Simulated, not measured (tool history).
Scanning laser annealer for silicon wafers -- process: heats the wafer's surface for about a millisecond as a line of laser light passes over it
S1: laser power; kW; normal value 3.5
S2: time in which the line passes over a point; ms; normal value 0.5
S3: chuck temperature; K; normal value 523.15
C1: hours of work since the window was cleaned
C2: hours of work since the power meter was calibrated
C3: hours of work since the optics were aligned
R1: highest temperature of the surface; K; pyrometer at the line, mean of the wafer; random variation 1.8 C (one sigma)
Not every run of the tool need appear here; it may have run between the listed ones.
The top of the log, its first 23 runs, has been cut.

run	hour	S1	S2	S3	C1	C2	C3	R1
24	440.8	3.5	0.377	501.15	486	614	833	1077.15
25	462	3.5	0.377	501.15	494	623	842	1081.15
26	480.7	3.755	0.38	491.15	502	630	850	1118.15
27	495	3.316	0.478	491.15	508	636	855	1096.15
28	508.8	3.402	0.478	563.15	514	642	861	1187.15
# hour 520.9: window over the wafer cleaned
29	522.2	3.402	0.478	563.15	1	646	866	1235.15
30	533.6	3.797	0.383	524.15	5	651	870	1210.15
31	552.6	3.786	0.587	523.15	13	659	878	1366.15
32	565	3.786	0.587	523.15	18	664	883	1364.15

Estimate the outcome of run 33 from the log above:
33	582.8	3.5	0.368	541.15	25	671	891	?

R1: 1149.15 K
Minus the tool's unlogged condition, the same run would have read R1 1158.15 K.
